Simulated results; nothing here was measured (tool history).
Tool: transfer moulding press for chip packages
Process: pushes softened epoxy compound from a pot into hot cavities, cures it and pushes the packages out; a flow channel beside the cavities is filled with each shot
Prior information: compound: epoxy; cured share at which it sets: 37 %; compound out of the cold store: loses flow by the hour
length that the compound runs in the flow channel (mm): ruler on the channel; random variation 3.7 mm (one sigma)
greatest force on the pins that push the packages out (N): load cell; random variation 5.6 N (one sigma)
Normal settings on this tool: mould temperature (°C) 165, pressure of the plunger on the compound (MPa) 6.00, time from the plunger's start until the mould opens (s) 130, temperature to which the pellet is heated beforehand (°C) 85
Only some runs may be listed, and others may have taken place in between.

run,hour,mould temperature (°C),pressure of the plunger on the compound (MPa),time from the plunger's start until the mould opens (s),temperature to which the pellet is heated beforehand (°C),incoming compound's hours out of the cold store,length that the compound runs in the flow channel (mm),greatest force on the pins that push the packages out (N)
1,0.0,165,6.00,130,85,37.6,755,194
2,15.1,165,6.00,130,89,24.0,793,191
3,36.1,165,6.00,130,85,44.1,731,199
4,47.9,165,6.00,130,85,15.3,812,196
5,59.1,165,6.00,141,85,34.7,753,165
6,75.7,165,6.00,141,85,35.8,756,184
# hour 79.0: cavities cleaned with cleaning compound and waxed
7,96.7,165,6.00,141,85,39.3,741,186
8,113.1,165,6.00,141,85,46.2,727,176
9,123.8,165,6.00,141,85,9.2,831,178
10,140.4,159,6.00,130,85,29.1,793,280
11,154.5,159,6.00,130,85,25.7,802,283
12,177.0,159,6.00,130,85,8.8,857,284
13,191.5,159,6.00,130,85,12.7,839,295
14,205.5,159,6.00,130,85,22.7,820,280
# hour 216.3: cavities cleaned with cleaning compound and waxed
15,229.4,159,6.00,130,85,8.6,855,289
16,247.7,162,5.86,141,81,23.5,787,199
17,257.3,169,5.86,165,81,33.1,741,162
# hour 270.3: plunger's sealing rings changed
18,274.8,165,5.86,165,84,34.5,746,163
19,288.5,165,5.86,165,84,40.6,733,166
20,309.2,165,5.86,165,84,30.7,763,168
21,322.7,165,4.82,130,79,11.3,737,196
22,335.9,165,4.82,130,79,46.4,650,184
23,353.1,165,4.82,130,79,36.4,674,200
# hour 356.2: cavities cleaned with cleaning compound and waxed
24,368.8,165,5.36,170,85,44.4,689,170
25,391.3,160,6.00,122,85,31.1,781,289

Run 26, settings as shown, results not yet in. Your forecast:
26,404.3,160,6.00,122,85,13.7,?,?

Run 26 came out at length that the compound runs in the flow channel (mm) 830, greatest force on the pins that push the packages out (N) 300.
With no hidden state in the tool, this same run would have given length that the compound runs in the flow channel (mm) 831, greatest force on the pins that push the packages out (N) 298.
